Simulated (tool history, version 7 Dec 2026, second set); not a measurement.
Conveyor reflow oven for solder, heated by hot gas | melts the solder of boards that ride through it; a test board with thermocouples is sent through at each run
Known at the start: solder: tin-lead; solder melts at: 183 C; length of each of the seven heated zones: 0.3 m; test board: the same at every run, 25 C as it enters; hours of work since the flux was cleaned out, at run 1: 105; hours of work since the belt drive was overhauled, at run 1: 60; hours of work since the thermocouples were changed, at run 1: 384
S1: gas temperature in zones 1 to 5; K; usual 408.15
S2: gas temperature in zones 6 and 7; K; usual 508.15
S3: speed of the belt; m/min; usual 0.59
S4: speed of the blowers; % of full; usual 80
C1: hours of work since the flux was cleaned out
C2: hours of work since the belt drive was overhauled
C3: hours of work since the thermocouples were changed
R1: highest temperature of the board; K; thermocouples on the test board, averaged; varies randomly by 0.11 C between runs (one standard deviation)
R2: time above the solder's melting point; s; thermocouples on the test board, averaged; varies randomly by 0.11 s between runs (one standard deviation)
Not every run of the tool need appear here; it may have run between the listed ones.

Run 1, day 0: usual settings; C1 105; C2 60; C3 384. Result: R1 492.55 K, R2 46.9 s.
Run 2, day 1.025: usual settings; C1 121; C2 75; C3 399. Result: R1 492.35 K, R2 46.6 s.
Run 3, day 2.325: usual settings but S4 64 % of full; C1 140; C2 95; C3 419. Result: R1 489.35 K, R2 44.8 s.
Run 4, day 4.567: usual settings but S4 64 % of full; C1 174; C2 128; C3 452. Result: R1 489.15 K, R2 44.3 s.
Run 5, day 5.975: usual settings but S4 64 % of full; C1 195; C2 149; C3 473. Result: R1 489.05 K, R2 44.2 s.
Run 6, day 7.917: usual settings; C1 224; C2 178; C3 502. Result: R1 491.55 K, R2 46.2 s.
At day 8.7: flux residue cleaned out of gas plates and filters.
Run 7, day 10.254: usual settings; C1 23; C2 210; C3 534. Result: R1 493.45 K, R2 47.8 s.
Run 8, day 11.55: usual settings; C1 43; C2 229; C3 553. Result: R1 493.15 K, R2 47.6 s.
Run 9, day 13.112: usual settings; C1 66; C2 253; C3 577. Result: R1 493.25 K, R2 47.4 s.
Run 10, day 14.138: usual settings but S1 412.15 K; C1 81; C2 268; C3 592. Result: R1 493.65 K, R2 49 s.
Run 11, day 16.388: usual settings but S1 412.15 K; C1 115; C2 302; C3 626. Result: R1 493.25 K, R2 48.9 s.
At day 16.908: thermocouples of zones 6 and 7 changed.
Run 12, day 18.05: usual settings but S1 412.15 K; C1 139; C2 325; C3 17. Result: R1 494.45 K, R2 49.1 s.
Run 13, day 19.129: usual settings; C1 155; C2 342; C3 33. Result: R1 493.55 K, R2 47.7 s.
Run 14, day 21.179: usual settings; C1 185; C2 372; C3 64. Result: R1 493.15 K, R2 47.6 s.
Run 15, day 23.229: usual settings; C1 216; C2 403; C3 95. Result: R1 493.15 K, R2 47.3 s.
At day 24.517: flux residue cleaned out of gas plates and filters.
Run 16, day 24.783: usual settings but S3 0.634 m/min; C1 4; C2 423; C3 115. Result: R1 492.45 K, R2 43.9 s.
Run 17, day 27.067: usual settings but S3 0.634 m/min; C1 38; C2 457; C3 149. Result: R1 492.25 K, R2 43.7 s.
Run 18, day 29.35: usual settings but S3 0.634 m/min; C1 72; C2 491; C3 183. Result: R1 491.85 K, R2 43.6 s.
Run 19, day 30.721: usual settings but S1 421.15 K; C1 93; C2 512; C3 203. Result: R1 495.65 K, R2 52.8 s.
Run 20, day 32.338: usual settings but S1 421.15 K; C1 117; C2 536; C3 228. Result: R1 495.65 K, R2 52.9 s.

Forecast run 21:
Run 21, day 34.112: usual settings but S1 413.15 K, S2 497.15 K, S3 0.492 m/min, S4 73 % of full; C1 144; C2 562; C3 254. Result: R1 ?, R2 ?.

Run 21 produced R1 487.65 K, R2 56.8 s.
The same run, on a tool lacking any hidden state, would have yielded R1 488.85 K, R2 56.7 s.

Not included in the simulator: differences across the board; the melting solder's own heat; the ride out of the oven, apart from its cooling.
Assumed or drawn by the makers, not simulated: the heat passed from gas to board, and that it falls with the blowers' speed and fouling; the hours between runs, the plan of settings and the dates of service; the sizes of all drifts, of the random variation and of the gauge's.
